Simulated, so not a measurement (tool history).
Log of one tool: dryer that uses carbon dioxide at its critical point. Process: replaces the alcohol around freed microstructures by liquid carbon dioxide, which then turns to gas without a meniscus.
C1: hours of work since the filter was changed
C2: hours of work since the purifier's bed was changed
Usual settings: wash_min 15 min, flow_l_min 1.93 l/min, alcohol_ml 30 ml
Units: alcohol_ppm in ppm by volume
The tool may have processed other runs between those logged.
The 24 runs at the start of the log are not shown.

run 25 hour=554.9 | wash_min=10 flow_l_min=1.47 alcohol_ml=30 | C1=73 C2=457 | alcohol_ppm=459
run 26 hour=568.1 | wash_min=10 flow_l_min=2.25 alcohol_ml=29 | C1=80 C2=465 | alcohol_ppm=174
run 27 hour=597.4 | wash_min=15 flow_l_min=2.37 alcohol_ml=113 | C1=97 C2=482 | alcohol_ppm=115
run 28 hour=610.8 | wash_min=15 flow_l_min=1.62 alcohol_ml=82 | C1=105 C2=489 | alcohol_ppm=259
run 29 hour=624.5 | wash_min=21 flow_l_min=1.25 alcohol_ml=29 | C1=113 C2=497 | alcohol_ppm=134
run 30 hour=640.2 | wash_min=15 flow_l_min=1.25 alcohol_ml=103 | C1=122 C2=506 | alcohol_ppm=700
run 31 hour=653.9 | wash_min=15 flow_l_min=1.25 alcohol_ml=103 | C1=130 C2=514 | alcohol_ppm=714
run 32 hour=677.7 | wash_min=15 flow_l_min=1.25 alcohol_ml=103 | C1=144 C2=528 | alcohol_ppm=771
run 33 hour=700 | wash_min=14 flow_l_min=1.92 alcohol_ml=60 | C1=156 C2=541 | alcohol_ppm=197
-- hour=721.3 inlet filter changed
run 34 hour=726.7 | wash_min=9 flow_l_min=1.93 alcohol_ml=30 | C1=3 C2=556 | alcohol_ppm=306
run 35 hour=749.8 | wash_min=16 flow_l_min=1.35 alcohol_ml=56 | C1=16 C2=569 | alcohol_ppm=243
run 36 hour=772.3 | wash_min=16 flow_l_min=2.63 alcohol_ml=56 | C1=29 C2=582 | alcohol_ppm=111
run 37 hour=797.3 | wash_min=16 flow_l_min=2.63 alcohol_ml=56 | C1=44 C2=596 | alcohol_ppm=112
run 38 hour=815.9 | wash_min=22 flow_l_min=2 alcohol_ml=53 | C1=55 C2=607 | alcohol_ppm=119
run 39 hour=840.5 | wash_min=22 flow_l_min=2 alcohol_ml=53 | C1=69 C2=621 | alcohol_ppm=114
run 40 hour=863.2 | wash_min=22 flow_l_min=2 alcohol_ml=53 | C1=82 C2=634 | alcohol_ppm=124
run 41 hour=884.2 | wash_min=22 flow_l_min=2 alcohol_ml=53 | C1=94 C2=647 | alcohol_ppm=120
run 42 hour=912.2 | wash_min=22 flow_l_min=2 alcohol_ml=53 | C1=110 C2=663 | alcohol_ppm=133
run 43 hour=930 | wash_min=22 flow_l_min=1.19 alcohol_ml=25 | C1=120 C2=673 | alcohol_ppm=162
run 44 hour=944.5 | wash_min=22 flow_l_min=1.19 alcohol_ml=25 | C1=129 C2=681 | alcohol_ppm=153
run 45 hour=969.9 | wash_min=11 flow_l_min=1.93 alcohol_ml=34 | C1=143 C2=696 | alcohol_ppm=278
run 46 hour=987.1 | wash_min=11 flow_l_min=1.46 alcohol_ml=51 | C1=153 C2=706 | alcohol_ppm=741

Here are 3 independent what-if runs from the current tool condition. What would each one return?
run A hour=1002.6 | wash_min=13 flow_l_min=2.97 alcohol_ml=42 | C1=162 C2=715 | alcohol_ppm=?
run B hour=1002.6 | wash_min=18 flow_l_min=2.03 alcohol_ml=55 | C1=162 C2=715 | alcohol_ppm=?
run C hour=1002.6 | wash_min=15 flow_l_min=1.46 alcohol_ml=89 | C1=162 C2=715 | alcohol_ppm=?

run=A alcohol_ppm=132
run=B alcohol_ppm=151
run=C alcohol_ppm=498
With the hidden condition removed and each run's random variation left untouched, the same runs would have given:
run=A alcohol_ppm=1
run=B alcohol_ppm=10
run=C alcohol_ppm=207

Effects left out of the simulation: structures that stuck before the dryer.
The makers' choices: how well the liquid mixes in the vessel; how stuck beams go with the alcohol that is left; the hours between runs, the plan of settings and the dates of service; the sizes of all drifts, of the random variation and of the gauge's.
